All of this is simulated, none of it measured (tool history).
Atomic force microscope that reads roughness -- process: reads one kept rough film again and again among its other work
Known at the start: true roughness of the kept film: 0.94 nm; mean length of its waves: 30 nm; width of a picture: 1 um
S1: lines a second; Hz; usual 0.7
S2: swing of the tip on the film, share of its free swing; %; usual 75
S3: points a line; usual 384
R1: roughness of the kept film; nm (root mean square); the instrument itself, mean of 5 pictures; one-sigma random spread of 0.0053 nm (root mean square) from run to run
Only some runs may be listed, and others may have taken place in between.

run	hour	S1	S2	S3	R1
1	0	0.7	75	384	0.848
2	12.5	0.7	87	384	0.799
3	24.3	0.7	87	384	0.788
# hour 36: new tip fitted
4	36.5	0.7	75	384	0.852
5	42.4	0.7	75	384	0.84
6	54.1	0.7	75	384	0.831
7	64.3	0.7	75	384	0.822
8	76.2	0.7	75	384	0.816
# hour 78.8: new tip fitted
9	89.9	0.626	75	384	0.848
10	100.9	0.626	75	384	0.828
11	111.3	0.626	75	384	0.834
# hour 120.8: new tip fitted
12	123.4	0.626	75	384	0.846
13	129.3	0.7	75	415	0.838
14	135.2	0.7	75	415	0.839
15	141.6	0.7	75	415	0.842
16	150.5	0.7	75	415	0.823
17	158.2	0.7	75	415	0.817
# hour 163.2: new tip fitted
18	171.9	0.7	75	674	0.841
19	179.8	0.7	75	384	0.841
20	192.7	0.7	75	384	0.817
21	198.9	0.7	75	384	0.823
# hour 205.6: new tip fitted
22	208.5	0.7	75	818	0.845
23	218.8	0.7	75	818	0.837
24	230.1	1.156	61	431	0.84
25	241	1.156	61	431	0.826
# hour 248.2: new tip fitted
26	250.6	2.618	80	516	0.717
27	257.7	3.615	87	1007	0.598
28	265.3	0.552	87	631	0.823
29	277.2	2.821	69	816	0.746
30	283.3	1.079	75	384	0.794
31	289.4	1.079	75	384	0.795
# hour 290.6: new tip fitted
32	298	1.921	65	785	0.826
33	305.4	1.921	65	785	0.809
34	317.6	0.941	75	728	0.827
35	329.9	0.941	75	728	0.807
# hour 332.8: new tip fitted
36	342.3	1.301	75	770	0.81
37	350.1	2.963	75	618	0.722
38	359.5	1.104	69	308	0.82
39	371.5	1.104	69	308	0.806
# hour 375.4: new tip fitted
40	377.5	1.104	69	308	0.837
41	386.2	0.7	75	461	0.849
42	391.6	0.503	72	639	0.855
43	403.5	1.297	80	585	0.766
44	414.9	2.928	87	780	0.619
# hour 418.1: new tip fitted
45	421	2.928	87	780	0.639
46	432.7	0.7	70	384	0.847

Branching from run 46: 4 alternative next runs. What would each branch give?
A	440	0.7	83	364	?
B	440	0.7	75	384	?
C	440	0.543	61	395	?
D	440	2.913	78	581	?

run	R1
A	0.803
B	0.83
C	0.85
D	0.694
With the hidden condition removed and each run's random variation left untouched, the same runs would have given:
run	R1
A	0.826
B	0.854
C	0.875
D	0.714
